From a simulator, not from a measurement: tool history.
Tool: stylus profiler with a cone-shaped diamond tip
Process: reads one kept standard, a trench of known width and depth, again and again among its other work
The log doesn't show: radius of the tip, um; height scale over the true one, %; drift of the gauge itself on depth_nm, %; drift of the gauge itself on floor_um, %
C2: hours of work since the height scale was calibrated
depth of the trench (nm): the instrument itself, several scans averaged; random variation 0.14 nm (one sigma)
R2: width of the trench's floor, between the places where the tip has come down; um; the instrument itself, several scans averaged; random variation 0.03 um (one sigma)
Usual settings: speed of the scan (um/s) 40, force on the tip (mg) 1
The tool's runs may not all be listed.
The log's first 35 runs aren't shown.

Run 36, hour 1746.5: usual settings but force on the tip (mg) 0.34; scans with this tip 26165; C2 128. Result: depth of the trench (nm) 501.2, R2 46.6 um.
Run 37, hour 1777.2: usual settings but speed of the scan (um/s) 148, force on the tip (mg) 0.4; scans with this tip 26365; C2 143. Result: depth of the trench (nm) 501.22, R2 45.67 um.
Run 38, hour 1808.4: usual settings but speed of the scan (um/s) 48, force on the tip (mg) 2.44; scans with this tip 26569; C2 159. Result: depth of the trench (nm) 503.71, R2 46.82 um.
Run 39, hour 1845.8: usual settings but speed of the scan (um/s) 48, force on the tip (mg) 2.44; scans with this tip 26813; C2 177. Result: depth of the trench (nm) 504.06, R2 46.75 um.
Run 40, hour 1902.8: usual settings but speed of the scan (um/s) 15; scans with this tip 27186; C2 206. Result: depth of the trench (nm) 502.24, R2 46.86 um.
Run 41, hour 1929.1: usual settings but speed of the scan (um/s) 11, force on the tip (mg) 0.7; scans with this tip 27357; C2 219. Result: depth of the trench (nm) 501.81, R2 46.95 um.
Run 42, hour 1984.7: usual settings but speed of the scan (um/s) 29, force on the tip (mg) 0.7; scans with this tip 27721; C2 246. Result: depth of the trench (nm) 501.83, R2 46.79 um.
Run 43, hour 2026.7: usual settings but speed of the scan (um/s) 49, force on the tip (mg) 0.94; scans with this tip 27995; C2 267. Result: depth of the trench (nm) 502.31, R2 46.69 um.
Run 44, hour 2087.9: usual settings but speed of the scan (um/s) 25, force on the tip (mg) 0.63; scans with this tip 28394; C2 297. Result: depth of the trench (nm) 501.64, R2 46.82 um.
Run 45, hour 2145.3: usual settings but speed of the scan (um/s) 25, force on the tip (mg) 0.48; scans with this tip 28769; C2 326. Result: depth of the trench (nm) 501.49, R2 46.73 um.
Run 46, hour 2209.7: usual settings but speed of the scan (um/s) 20, force on the tip (mg) 2.46; scans with this tip 29190; C2 358. Result: depth of the trench (nm) 503.85, R2 46.91 um.

Forecast each of these 3 alternatives for the next run:
Run A, hour 2274.8: usual settings but speed of the scan (um/s) 65, force on the tip (mg) 2.34; scans with this tip 29615; C2 390. Result: depth of the trench (nm) ?, R2 ?.
Run B, hour 2274.8: usual settings but speed of the scan (um/s) 50, force on the tip (mg) 1.34; scans with this tip 29615; C2 390. Result: depth of the trench (nm) ?, R2 ?.
Run C, hour 2274.8: usual settings but speed of the scan (um/s) 36, force on the tip (mg) 0.44; scans with this tip 29615; C2 390. Result: depth of the trench (nm) ?, R2 ?.

run  depth of the trench (nm)     R2
  A                    503.92  46.78
  B                    502.69  46.78
  C                    501.35   46.7
Without the tool's hidden state the same runs would have given:
run  depth of the trench (nm)     R2
  A                    503.94   46.8
  B                    502.71   46.8
  C                    501.36  46.72

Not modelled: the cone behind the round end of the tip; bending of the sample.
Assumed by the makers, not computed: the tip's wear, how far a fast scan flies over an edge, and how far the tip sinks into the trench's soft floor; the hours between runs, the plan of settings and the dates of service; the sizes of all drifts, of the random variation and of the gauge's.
